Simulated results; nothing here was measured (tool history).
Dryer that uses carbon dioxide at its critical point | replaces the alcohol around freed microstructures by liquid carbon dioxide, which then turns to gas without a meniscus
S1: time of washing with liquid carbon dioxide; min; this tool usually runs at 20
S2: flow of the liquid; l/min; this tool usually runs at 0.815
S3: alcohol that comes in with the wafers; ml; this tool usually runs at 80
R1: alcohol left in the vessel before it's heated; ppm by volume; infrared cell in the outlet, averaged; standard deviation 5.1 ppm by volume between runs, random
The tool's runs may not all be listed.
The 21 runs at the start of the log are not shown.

| run | day | S1 | S2 | S3 | R1 |
|---|---|---|---|---|---|
| 22 | 23.208 | 20 | 0.815 | 80 | 151 |
| 23 | 24.867 | 20 | 0.815 | 80 | 152 |
| 24 | 26.225 | 17 | 0.584 | 105 | 1414 |
| 25 | 27.738 | 17 | 0.584 | 105 | 1451 |
| 26 | 29.021 | 14 | 0.584 | 102 | 2762 |
| 27 | 30.279 | 14 | 0.584 | 102 | 2737 |
| 28 | 31.888 | 14 | 0.584 | 102 | 2813 |
| 29 | 32.612 | 14 | 0.584 | 102 | 2874 |
| 30 | 33.646 | 14 | 0.584 | 102 | 2886 |
| 31 | 34.617 | 31 | 0.665 | 83 | 106 |
| 32 | 35.496 | 31 | 1.229 | 22 | 73 |
| 33 | 36.858 | 31 | 1.229 | 22 | 70 |
| 34 | 37.708 | 20 | 0.824 | 80 | 220 |
| 35 | 38.754 | 14 | 0.815 | 24 | 316 |
| 36 | 39.871 | 24 | 0.637 | 68 | 254 |
| 37 | 40.925 | 24 | 0.637 | 68 | 260 |
| 38 | 41.975 | 18 | 0.637 | 68 | 792 |
| 39 | 43.462 | 20 | 0.830 | 31 | 135 |
| 40 | 44.658 | 20 | 0.830 | 31 | 151 |
| 41 | 45.988 | 21 | 0.798 | 43 | 169 |
|  | 46.771 | inlet filter changed |
| 42 | 47.638 | 20 | 1.074 | 80 | 96 |
| 43 | 48.842 | 20 | 1.074 | 80 | 97 |
| 44 | 50.042 | 20 | 1.074 | 80 | 92 |
| 45 | 51.129 | 15 | 0.498 | 43 | 1335 |
| 46 | 52.658 | 15 | 0.900 | 95 | 388 |

Alternative continuations, all from the tool just after run 46; predict every row:
| A | 54.121 | 15 | 0.874 | 60 | ? |
| B | 54.121 | 23 | 0.688 | 80 | ? |
| C | 54.121 | 30 | 0.799 | 23 | ? |
| D | 54.121 | 15 | 0.814 | 64 | ? |

| run | R1 |
|---|---|
| A | 318 |
| B | 189 |
| C | 89 |
| D | 435 |
Had the tool no hidden state, the same runs would have come out as:
| run | R1 |
|---|---|
| A | 190 |
| B | 82 |
| C | 7 |
| D | 291 |
